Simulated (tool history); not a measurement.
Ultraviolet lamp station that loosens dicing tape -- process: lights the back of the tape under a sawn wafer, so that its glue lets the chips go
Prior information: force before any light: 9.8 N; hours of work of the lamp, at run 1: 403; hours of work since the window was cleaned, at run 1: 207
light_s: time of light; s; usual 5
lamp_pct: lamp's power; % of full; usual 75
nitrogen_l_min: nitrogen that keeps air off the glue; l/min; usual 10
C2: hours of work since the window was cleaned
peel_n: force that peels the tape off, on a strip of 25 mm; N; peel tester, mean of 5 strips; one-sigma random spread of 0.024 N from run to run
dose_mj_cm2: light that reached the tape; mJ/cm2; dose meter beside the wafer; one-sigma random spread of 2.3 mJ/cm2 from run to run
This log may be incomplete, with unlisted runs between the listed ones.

Run 1, hour 0: usual settings; hours of work of the lamp 403; C2 207. Result: peel_n 1.725 N, dose_mj_cm2 188 mJ/cm2.
Run 2, hour 23.9: usual settings but lamp_pct 87 % of full; hours of work of the lamp 413; C2 217. Result: peel_n 1.26 N, dose_mj_cm2 225 mJ/cm2.
Run 3, hour 40.7: usual settings but nitrogen_l_min 8 l/min; hours of work of the lamp 420; C2 224. Result: peel_n 1.965 N, dose_mj_cm2 193 mJ/cm2.
Run 4, hour 70.8: usual settings; hours of work of the lamp 433; C2 236. Result: peel_n 1.762 N, dose_mj_cm2 190 mJ/cm2.
Run 5, hour 93.8: usual settings; hours of work of the lamp 442; C2 246. Result: peel_n 1.861 N, dose_mj_cm2 184 mJ/cm2.
Run 6, hour 108: usual settings but nitrogen_l_min 5 l/min; hours of work of the lamp 448; C2 252. Result: peel_n 2.278 N, dose_mj_cm2 186 mJ/cm2.
Run 7, hour 130.6: usual settings but nitrogen_l_min 5 l/min; hours of work of the lamp 458; C2 261. Result: peel_n 2.399 N, dose_mj_cm2 187 mJ/cm2.
Run 8, hour 159.8: usual settings but nitrogen_l_min 14 l/min; hours of work of the lamp 470; C2 273. Result: peel_n 1.655 N, dose_mj_cm2 187 mJ/cm2.
Run 9, hour 192.4: usual settings but lamp_pct 60 % of full; hours of work of the lamp 483; C2 287. Result: peel_n 2.515 N, dose_mj_cm2 146 mJ/cm2.
Run 10, hour 207.3: usual settings but lamp_pct 80 % of full; hours of work of the lamp 490; C2 293. Result: peel_n 1.707 N, dose_mj_cm2 191 mJ/cm2.
Run 11, hour 223: usual settings but light_s 2 s, lamp_pct 82 % of full, nitrogen_l_min 4 l/min; hours of work of the lamp 496; C2 299. Result: peel_n 5.643 N, dose_mj_cm2 79 mJ/cm2.
Run 12, hour 238.4: usual settings but light_s 2 s, lamp_pct 82 % of full, nitrogen_l_min 4 l/min; hours of work of the lamp 503; C2 306. Result: peel_n 5.555 N, dose_mj_cm2 80 mJ/cm2.
Run 13, hour 258.6: usual settings but lamp_pct 95 % of full, nitrogen_l_min 4 l/min; hours of work of the lamp 511; C2 314. Result: peel_n 1.977 N, dose_mj_cm2 226 mJ/cm2.
Run 14, hour 277.8: usual settings but lamp_pct 95 % of full, nitrogen_l_min 4 l/min; hours of work of the lamp 519; C2 322. Result: peel_n 1.892 N, dose_mj_cm2 226 mJ/cm2.
Run 15, hour 291.8: usual settings but light_s 6 s, lamp_pct 95 % of full, nitrogen_l_min 4 l/min; hours of work of the lamp 525; C2 328. Result: peel_n 1.44 N, dose_mj_cm2 273 mJ/cm2.
Run 16, hour 318.8: usual settings but lamp_pct 79 % of full, nitrogen_l_min 16 l/min; hours of work of the lamp 536; C2 339. Result: peel_n 1.543 N, dose_mj_cm2 189 mJ/cm2.
Run 17, hour 332.2: usual settings but lamp_pct 79 % of full, nitrogen_l_min 16 l/min; hours of work of the lamp 542; C2 345. Result: peel_n 1.506 N, dose_mj_cm2 187 mJ/cm2.
Run 18, hour 345.7: usual settings but lamp_pct 79 % of full, nitrogen_l_min 16 l/min; hours of work of the lamp 547; C2 350. Result: peel_n 1.55 N, dose_mj_cm2 184 mJ/cm2.
Run 19, hour 363.1: usual settings but light_s 8 s, lamp_pct 70 % of full; hours of work of the lamp 554; C2 358. Result: peel_n 0.969 N, dose_mj_cm2 264 mJ/cm2.

Alternative continuations, all from the tool just after run 19; predict every row:
Run A, hour 391.8: usual settings but nitrogen_l_min 3 l/min; hours of work of the lamp 566; C2 370. Result: peel_n ?, dose_mj_cm2 ?.
Run B, hour 391.8: usual settings but light_s 8 s, lamp_pct 92 % of full; hours of work of the lamp 566; C2 370. Result: peel_n ?, dose_mj_cm2 ?.
Run C, hour 391.8: usual settings but light_s 2 s, lamp_pct 95 % of full, nitrogen_l_min 17 l/min; hours of work of the lamp 566; C2 370. Result: peel_n ?, dose_mj_cm2 ?.
Run D, hour 391.8: usual settings but light_s 2 s, lamp_pct 70 % of full, nitrogen_l_min 19 l/min; hours of work of the lamp 566; C2 370. Result: peel_n ?, dose_mj_cm2 ?.
Run E, hour 391.8: usual settings but light_s 8 s, lamp_pct 86 % of full; hours of work of the lamp 566; C2 370. Result: peel_n ?, dose_mj_cm2 ?.

run  peel_n  dose_mj_cm2
  A    3.09          172
  B   0.495          337
  C   4.031           85
  D   4.935           65
  E   0.582          319
The same runs, with their run-to-run variation unchanged, on a tool lacking any hidden condition would have given:
run  peel_n  dose_mj_cm2
  A   2.074          233
  B   0.226          456
  C   2.962          116
  D   3.909           88
  E   0.264          432
